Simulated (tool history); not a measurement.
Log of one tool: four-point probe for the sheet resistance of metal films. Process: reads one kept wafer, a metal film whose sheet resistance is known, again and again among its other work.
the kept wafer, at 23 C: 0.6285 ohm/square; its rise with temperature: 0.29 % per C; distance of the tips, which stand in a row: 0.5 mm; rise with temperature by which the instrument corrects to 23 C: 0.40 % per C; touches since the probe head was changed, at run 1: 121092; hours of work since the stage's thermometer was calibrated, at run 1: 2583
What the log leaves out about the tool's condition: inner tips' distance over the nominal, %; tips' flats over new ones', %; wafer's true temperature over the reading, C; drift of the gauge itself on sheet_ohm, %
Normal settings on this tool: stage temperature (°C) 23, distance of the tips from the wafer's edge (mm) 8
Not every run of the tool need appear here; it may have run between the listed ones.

run,hour,stage temperature (°C),distance of the tips from the wafer's edge (mm),touches since the probe head was changed,hours of work since the stage's thermometer was calibrated,sheet resistance as the instrument gives it (ohm/square)
1,0,23,8,121092,2583,0.636184
2,55.3,23,8,122835,2609,0.636265
3,158,33,8,126067,2658,0.629704
4,283.6,33,8,130023,2718,0.629786
5,407.9,23,8,133939,2778,0.636872
6,513.3,23,8,137256,2828,0.636853
# hour 520.9: stage's thermometer calibrated
7,644.8,23,8,141382,59,0.638136
8,770.2,23,38,145332,119,0.637267
9,895.7,23,38,149285,179,0.637346
10,966.3,33,8,151509,213,0.631616
11,1024.9,27,7,153353,241,0.63624
# hour 1082.1: stage's thermometer calibrated, once more
12,1102.7,27,7,155788,10,0.633532
13,1224,20,21,159609,68,0.636987
14,1328,20,21,162881,118,0.637199
15,1398.8,20,6,165113,152,0.639457
16,1530.7,23,72,169266,215,0.635131
17,1616.9,32,18,171981,256,0.629563
18,1692.5,19,5,174362,292,0.641626
19,1779.1,35,7,177090,334,0.629002

Below are 5 alternative next runs, each starting from the tool's condition after run 19. Predict each:
A,1840.5,19,49,179023,363,?
B,1840.5,31,8,179023,363,?
C,1840.5,26,29,179023,363,?
D,1840.5,24,12,179023,363,?
E,1840.5,23,11,179023,363,?

run,sheet resistance as the instrument gives it (ohm/square)
A,0.638259
B,0.631283
C,0.633655
D,0.635546
E,0.635764
With the hidden condition removed and each run's random variation left untouched, the same runs would have given:
run,sheet resistance as the instrument gives it (ohm/square)
A,0.631254
B,0.62436
C,0.626703
D,0.628573
E,0.628789
